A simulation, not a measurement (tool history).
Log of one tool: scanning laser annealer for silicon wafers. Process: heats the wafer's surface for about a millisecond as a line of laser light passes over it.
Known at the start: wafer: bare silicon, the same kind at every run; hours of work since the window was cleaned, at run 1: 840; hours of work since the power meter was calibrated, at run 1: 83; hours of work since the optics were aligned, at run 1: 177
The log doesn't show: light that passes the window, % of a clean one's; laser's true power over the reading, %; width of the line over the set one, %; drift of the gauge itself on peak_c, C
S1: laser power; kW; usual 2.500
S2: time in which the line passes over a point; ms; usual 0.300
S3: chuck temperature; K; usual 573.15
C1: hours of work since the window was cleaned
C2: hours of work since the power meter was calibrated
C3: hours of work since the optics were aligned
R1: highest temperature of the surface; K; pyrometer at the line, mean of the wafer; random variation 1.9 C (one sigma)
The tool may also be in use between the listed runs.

run 1 hour=0.0 | S1=2.500 S2=0.300 S3=573.15 | C1=840 C2=83 C3=177 | R1=1383.15
run 2 hour=18.4 | S1=2.500 S2=0.300 S3=573.15 | C1=850 C2=92 C3=186 | R1=1384.15
run 3 hour=45.9 | S1=2.500 S2=0.300 S3=573.15 | C1=863 C2=106 C3=200 | R1=1384.15
run 4 hour=80.2 | S1=2.500 S2=0.300 S3=573.15 | C1=880 C2=123 C3=217 | R1=1382.15
-- hour=90.5 window over the wafer cleaned
run 5 hour=99.2 | S1=2.500 S2=0.300 S3=573.15 | C1=4 C2=131 C3=225 | R1=1386.15
run 6 hour=125.2 | S1=2.239 S2=0.300 S3=573.15 | C1=17 C2=144 C3=238 | R1=1297.15
run 7 hour=142.1 | S1=2.239 S2=0.300 S3=573.15 | C1=26 C2=153 C3=246 | R1=1299.15
run 8 hour=169.1 | S1=2.500 S2=0.300 S3=573.15 | C1=39 C2=166 C3=260 | R1=1386.15
run 9 hour=183.7 | S1=2.500 S2=0.300 S3=573.15 | C1=46 C2=173 C3=267 | R1=1384.15
run 10 hour=214.2 | S1=2.500 S2=0.300 S3=573.15 | C1=62 C2=189 C3=282 | R1=1386.15
run 11 hour=231.9 | S1=2.500 S2=0.300 S3=573.15 | C1=70 C2=197 C3=291 | R1=1382.15
run 12 hour=256.7 | S1=2.500 S2=0.300 S3=538.15 | C1=83 C2=210 C3=303 | R1=1349.15
run 13 hour=291.1 | S1=2.500 S2=0.300 S3=538.15 | C1=100 C2=227 C3=321 | R1=1353.15
run 14 hour=306.9 | S1=2.500 S2=0.300 S3=573.15 | C1=108 C2=235 C3=328 | R1=1385.15
run 15 hour=330.3 | S1=2.500 S2=0.300 S3=573.15 | C1=119 C2=246 C3=340 | R1=1386.15
run 16 hour=345.3 | S1=2.500 S2=0.300 S3=573.15 | C1=127 C2=254 C3=348 | R1=1384.15
run 17 hour=376.7 | S1=2.500 S2=0.300 S3=573.15 | C1=142 C2=269 C3=363 | R1=1383.15
run 18 hour=394.7 | S1=2.500 S2=0.300 S3=573.15 | C1=151 C2=278 C3=372 | R1=1383.15
run 19 hour=420.7 | S1=2.500 S2=0.300 S3=573.15 | C1=164 C2=291 C3=385 | R1=1389.15
run 20 hour=450.8 | S1=2.500 S2=0.300 S3=573.15 | C1=179 C2=306 C3=400 | R1=1386.15
run 21 hour=484.6 | S1=2.628 S2=0.300 S3=573.15 | C1=196 C2=323 C3=417 | R1=1428.15
run 22 hour=517.4 | S1=2.327 S2=0.297 S3=573.15 | C1=212 C2=339 C3=433 | R1=1325.15
run 23 hour=532.1 | S1=2.500 S2=0.300 S3=551.15 | C1=220 C2=347 C3=441 | R1=1362.15
run 24 hour=556.3 | S1=2.500 S2=0.218 S3=550.15 | C1=232 C2=359 C3=453 | R1=1231.15
run 25 hour=589.0 | S1=2.500 S2=0.218 S3=540.15 | C1=248 C2=375 C3=469 | R1=1219.15
run 26 hour=610.9 | S1=2.249 S2=0.332 S3=540.15 | C1=259 C2=386 C3=480 | R1=1311.15
run 27 hour=643.8 | S1=2.696 S2=0.234 S3=577.15 | C1=275 C2=402 C3=496 | R1=1343.15
run 28 hour=672.3 | S1=2.696 S2=0.234 S3=577.15 | C1=290 C2=417 C3=510 | R1=1340.15
run 29 hour=699.8 | S1=2.696 S2=0.234 S3=577.15 | C1=303 C2=430 C3=524 | R1=1341.15
run 30 hour=717.0 | S1=2.696 S2=0.234 S3=577.15 | C1=312 C2=439 C3=533 | R1=1340.15
run 31 hour=750.5 | S1=2.191 S2=0.234 S3=535.15 | C1=328 C2=455 C3=549 | R1=1150.15
run 32 hour=783.2 | S1=2.630 S2=0.300 S3=573.15 | C1=345 C2=472 C3=565 | R1=1430.15
run 33 hour=814.9 | S1=2.630 S2=0.300 S3=573.15 | C1=361 C2=488 C3=581 | R1=1428.15
run 34 hour=832.9 | S1=2.476 S2=0.300 S3=568.15 | C1=369 C2=496 C3=590 | R1=1372.15
run 35 hour=850.4 | S1=2.632 S2=0.215 S3=558.15 | C1=378 C2=505 C3=599 | R1=1273.15
run 36 hour=883.2 | S1=2.500 S2=0.300 S3=579.15 | C1=395 C2=522 C3=615 | R1=1389.15
run 37 hour=907.8 | S1=2.295 S2=0.238 S3=598.15 | C1=407 C2=534 C3=628 | R1=1251.15
run 38 hour=938.2 | S1=2.500 S2=0.255 S3=578.15 | C1=422 C2=549 C3=643 | R1=1318.15
run 39 hour=969.5 | S1=2.373 S2=0.249 S3=597.15 | C1=438 C2=565 C3=658 | R1=1291.15
run 40 hour=1000.4 | S1=2.500 S2=0.300 S3=536.15 | C1=453 C2=580 C3=674 | R1=1348.15
run 41 hour=1024.3 | S1=2.132 S2=0.357 S3=558.15 | C1=465 C2=592 C3=686 | R1=1317.15
run 42 hour=1044.3 | S1=2.132 S2=0.340 S3=573.15 | C1=475 C2=602 C3=695 | R1=1308.15

3 ways to go on from here, each from the tool as it stands after run 42. What would each give?
run A hour=1071.7 | S1=2.379 S2=0.296 S3=573.15 | C1=488 C2=615 C3=709 | R1=?
run B hour=1071.7 | S1=2.504 S2=0.300 S3=573.15 | C1=488 C2=615 C3=709 | R1=?
run C hour=1071.7 | S1=2.500 S2=0.300 S3=558.15 | C1=488 C2=615 C3=709 | R1=?

run=A R1=1340.15
run=B R1=1386.15
run=C R1=1369.15
Without the tool's hidden state the same runs would have given:
run=A R1=1341.15
run=B R1=1387.15
run=C R1=1370.15
